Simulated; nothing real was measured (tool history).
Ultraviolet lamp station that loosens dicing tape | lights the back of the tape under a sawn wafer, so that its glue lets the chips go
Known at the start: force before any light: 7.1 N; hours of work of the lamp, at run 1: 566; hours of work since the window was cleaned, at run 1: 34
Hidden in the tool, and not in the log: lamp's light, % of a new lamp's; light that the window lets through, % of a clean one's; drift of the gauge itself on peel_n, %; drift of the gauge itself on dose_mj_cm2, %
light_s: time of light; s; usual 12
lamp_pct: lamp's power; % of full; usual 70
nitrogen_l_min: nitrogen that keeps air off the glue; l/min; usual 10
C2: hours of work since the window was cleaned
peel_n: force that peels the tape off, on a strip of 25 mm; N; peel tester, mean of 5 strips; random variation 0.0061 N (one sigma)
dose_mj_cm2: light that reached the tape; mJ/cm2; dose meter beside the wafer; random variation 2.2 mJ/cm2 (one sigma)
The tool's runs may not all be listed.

run 1 hour=0 | light_s=12 lamp_pct=70 nitrogen_l_min=10 | hours_of_work_of_the_lamp=566 C2=34 | peel_n=0.315 dose_mj_cm2=145
run 2 hour=40.7 | light_s=12 lamp_pct=70 nitrogen_l_min=10 | hours_of_work_of_the_lamp=597 C2=65 | peel_n=0.321 dose_mj_cm2=146
run 3 hour=130.1 | light_s=12 lamp_pct=70 nitrogen_l_min=10 | hours_of_work_of_the_lamp=664 C2=132 | peel_n=0.36 dose_mj_cm2=135
run 4 hour=175.9 | light_s=12 lamp_pct=70 nitrogen_l_min=10 | hours_of_work_of_the_lamp=698 C2=166 | peel_n=0.392 dose_mj_cm2=134
run 5 hour=250.1 | light_s=12 lamp_pct=70 nitrogen_l_min=10 | hours_of_work_of_the_lamp=754 C2=222 | peel_n=0.42 dose_mj_cm2=130
-- hour=270.5 window cleaned of glue's vapour
run 6 hour=328.5 | light_s=8 lamp_pct=70 nitrogen_l_min=10 | hours_of_work_of_the_lamp=812 C2=44 | peel_n=0.968 dose_mj_cm2=88
run 7 hour=376.3 | light_s=8 lamp_pct=70 nitrogen_l_min=10 | hours_of_work_of_the_lamp=848 C2=79 | peel_n=1.07 dose_mj_cm2=89
run 8 hour=467.7 | light_s=12 lamp_pct=70 nitrogen_l_min=10 | hours_of_work_of_the_lamp=917 C2=148 | peel_n=0.488 dose_mj_cm2=120
run 9 hour=525.7 | light_s=12 lamp_pct=70 nitrogen_l_min=10 | hours_of_work_of_the_lamp=960 C2=192 | peel_n=0.541 dose_mj_cm2=115
run 10 hour=575.5 | light_s=12 lamp_pct=70 nitrogen_l_min=10 | hours_of_work_of_the_lamp=998 C2=229 | peel_n=0.587 dose_mj_cm2=114
-- hour=593 window cleaned of glue's vapour
run 11 hour=639.7 | light_s=12 lamp_pct=70 nitrogen_l_min=10 | hours_of_work_of_the_lamp=1046 C2=35 | peel_n=0.56 dose_mj_cm2=114
-- hour=655.6 lamp changed
run 12 hour=716.2 | light_s=12 lamp_pct=70 nitrogen_l_min=10 | hours_of_work_of_the_lamp=46 C2=92 | peel_n=0.183 dose_mj_cm2=177
run 13 hour=789.1 | light_s=8 lamp_pct=70 nitrogen_l_min=10 | hours_of_work_of_the_lamp=100 C2=147 | peel_n=0.585 dose_mj_cm2=120
run 14 hour=833.8 | light_s=8 lamp_pct=70 nitrogen_l_min=10 | hours_of_work_of_the_lamp=134 C2=180 | peel_n=0.636 dose_mj_cm2=115
-- hour=913.8 window cleaned of glue's vapour
run 15 hour=925.2 | light_s=8 lamp_pct=70 nitrogen_l_min=10 | hours_of_work_of_the_lamp=202 C2=9 | peel_n=0.589 dose_mj_cm2=115
run 16 hour=999.9 | light_s=8 lamp_pct=70 nitrogen_l_min=10 | hours_of_work_of_the_lamp=258 C2=65 | peel_n=0.668 dose_mj_cm2=106
run 17 hour=1064.1 | light_s=8 lamp_pct=70 nitrogen_l_min=10 | hours_of_work_of_the_lamp=306 C2=113 | peel_n=0.666 dose_mj_cm2=106
run 18 hour=1115.6 | light_s=12 lamp_pct=70 nitrogen_l_min=10 | hours_of_work_of_the_lamp=345 C2=152 | peel_n=0.278 dose_mj_cm2=153
run 19 hour=1198.1 | light_s=12 lamp_pct=70 nitrogen_l_min=10 | hours_of_work_of_the_lamp=407 C2=214 | peel_n=0.306 dose_mj_cm2=150
-- hour=1232 window cleaned of glue's vapour
run 20 hour=1240 | light_s=12 lamp_pct=89 nitrogen_l_min=10 | hours_of_work_of_the_lamp=438 C2=6 | peel_n=0.14 dose_mj_cm2=201
run 21 hour=1289.3 | light_s=12 lamp_pct=89 nitrogen_l_min=10 | hours_of_work_of_the_lamp=475 C2=43 | peel_n=0.151 dose_mj_cm2=195
run 22 hour=1385.7 | light_s=12 lamp_pct=89 nitrogen_l_min=10 | hours_of_work_of_the_lamp=548 C2=115 | peel_n=0.182 dose_mj_cm2=185
run 23 hour=1435.6 | light_s=7 lamp_pct=98 nitrogen_l_min=19 | hours_of_work_of_the_lamp=585 C2=153 | peel_n=0.44 dose_mj_cm2=109
run 24 hour=1526.7 | light_s=7 lamp_pct=98 nitrogen_l_min=19 | hours_of_work_of_the_lamp=654 C2=221 | peel_n=0.501 dose_mj_cm2=111
-- hour=1553.1 window cleaned of glue's vapour
run 25 hour=1583 | light_s=8 lamp_pct=67 nitrogen_l_min=17 | hours_of_work_of_the_lamp=695 C2=22 | peel_n=0.825 dose_mj_cm2=88
run 26 hour=1642.4 | light_s=11 lamp_pct=78 nitrogen_l_min=13 | hours_of_work_of_the_lamp=740 C2=67 | peel_n=0.324 dose_mj_cm2=135
run 27 hour=1739 | light_s=11 lamp_pct=78 nitrogen_l_min=13 | hours_of_work_of_the_lamp=813 C2=140 | peel_n=0.4 dose_mj_cm2=130
run 28 hour=1793.1 | light_s=12 lamp_pct=83 nitrogen_l_min=10 | hours_of_work_of_the_lamp=853 C2=180 | peel_n=0.295 dose_mj_cm2=147
-- hour=1874.4 window cleaned of glue's vapour
run 29 hour=1875.2 | light_s=12 lamp_pct=83 nitrogen_l_min=15 | hours_of_work_of_the_lamp=915 C2=1 | peel_n=0.241 dose_mj_cm2=146
run 30 hour=1943.3 | light_s=7 lamp_pct=70 nitrogen_l_min=8 | hours_of_work_of_the_lamp=966 C2=52 | peel_n=1.552 dose_mj_cm2=69
run 31 hour=1987.2 | light_s=10 lamp_pct=70 nitrogen_l_min=8 | hours_of_work_of_the_lamp=999 C2=85 | peel_n=0.886 dose_mj_cm2=97
-- hour=2067.5 lamp changed
run 32 hour=2069.3 | light_s=10 lamp_pct=77 nitrogen_l_min=16 | hours_of_work_of_the_lamp=1 C2=146 | peel_n=0.194 dose_mj_cm2=164
run 33 hour=2161.1 | light_s=10 lamp_pct=76 nitrogen_l_min=16 | hours_of_work_of_the_lamp=70 C2=215 | peel_n=0.227 dose_mj_cm2=156
-- hour=2195.7 window cleaned of glue's vapour
run 34 hour=2222.7 | light_s=12 lamp_pct=85 nitrogen_l_min=4 | hours_of_work_of_the_lamp=116 C2=20 | peel_n=0.213 dose_mj_cm2=212
run 35 hour=2316 | light_s=12 lamp_pct=85 nitrogen_l_min=4 | hours_of_work_of_the_lamp=186 C2=90 | peel_n=0.239 dose_mj_cm2=204
run 36 hour=2412.8 | light_s=6 lamp_pct=68 nitrogen_l_min=3 | hours_of_work_of_the_lamp=259 C2=163 | peel_n=1.956 dose_mj_cm2=77
run 37 hour=2467.6 | light_s=18 lamp_pct=72 nitrogen_l_min=6 | hours_of_work_of_the_lamp=300 C2=204 | peel_n=0.127 dose_mj_cm2=242
-- hour=2515.1 window cleaned of glue's vapour
run 38 hour=2538.3 | light_s=12 lamp_pct=70 nitrogen_l_min=8 | hours_of_work_of_the_lamp=353 C2=17 | peel_n=0.287 dose_mj_cm2=157
run 39 hour=2587 | light_s=17 lamp_pct=62 nitrogen_l_min=10 | hours_of_work_of_the_lamp=389 C2=54 | peel_n=0.145 dose_mj_cm2=199
run 40 hour=2676.6 | light_s=17 lamp_pct=62 nitrogen_l_min=20 | hours_of_work_of_the_lamp=457 C2=121 | peel_n=0.132 dose_mj_cm2=185
run 41 hour=2754.5 | light_s=19 lamp_pct=70 nitrogen_l_min=14 | hours_of_work_of_the_lamp=515 C2=180 | peel_n=0.09 dose_mj_cm2=228

Measured less the same run without the tool's hidden state. The same run-to-run variation is in both; the gauge's scatter may not be:
run=1 peel_n=+0.138 dose_mj_cm2=-38
run=2 peel_n=+0.156 dose_mj_cm2=-41
run=3 peel_n=+0.192 dose_mj_cm2=-47
run=4 peel_n=+0.222 dose_mj_cm2=-50
run=5 peel_n=+0.251 dose_mj_cm2=-55
run=6 peel_n=+0.5 dose_mj_cm2=-35
run=7 peel_n=+0.576 dose_mj_cm2=-39
run=8 peel_n=+0.327 dose_mj_cm2=-63
run=9 peel_n=+0.374 dose_mj_cm2=-68
run=10 peel_n=+0.415 dose_mj_cm2=-71
run=11 peel_n=+0.388 dose_mj_cm2=-68
run=12 peel_n=+0.021 dose_mj_cm2=-8
run=13 peel_n=+0.099 dose_mj_cm2=-9
run=14 peel_n=+0.131 dose_mj_cm2=-12
run=15 peel_n=+0.111 dose_mj_cm2=-10
run=16 peel_n=+0.164 dose_mj_cm2=-14
run=17 peel_n=+0.197 dose_mj_cm2=-17
run=18 peel_n=+0.101 dose_mj_cm2=-30
run=19 peel_n=+0.132 dose_mj_cm2=-36
run=20 peel_n=+0.045 dose_mj_cm2=-38
run=21 peel_n=+0.054 dose_mj_cm2=-43
run=22 peel_n=+0.076 dose_mj_cm2=-53
run=23 peel_n=+0.231 dose_mj_cm2=-37
run=24 peel_n=+0.281 dose_mj_cm2=-42
run=25 peel_n=+0.399 dose_mj_cm2=-30
run=26 peel_n=+0.182 dose_mj_cm2=-52
run=27 peel_n=+0.245 dose_mj_cm2=-59
run=28 peel_n=+0.188 dose_mj_cm2=-73
run=29 peel_n=+0.146 dose_mj_cm2=-71
run=30 peel_n=+0.829 dose_mj_cm2=-37
run=31 peel_n=+0.574 dose_mj_cm2=-55
run=32 peel_n=+0.019 dose_mj_cm2=-6
run=33 peel_n=+0.044 dose_mj_cm2=-13
run=34 peel_n=+0.027 dose_mj_cm2=-11
run=35 peel_n=+0.054 dose_mj_cm2=-20
run=36 peel_n=+0.339 dose_mj_cm2=-12
run=37 peel_n=+0.031 dose_mj_cm2=-44
run=38 peel_n=+0.091 dose_mj_cm2=-25
run=39 peel_n=+0.045 dose_mj_cm2=-36
run=40 peel_n=+0.038 dose_mj_cm2=-44
run=41 peel_n=+0.022 dose_mj_cm2=-64
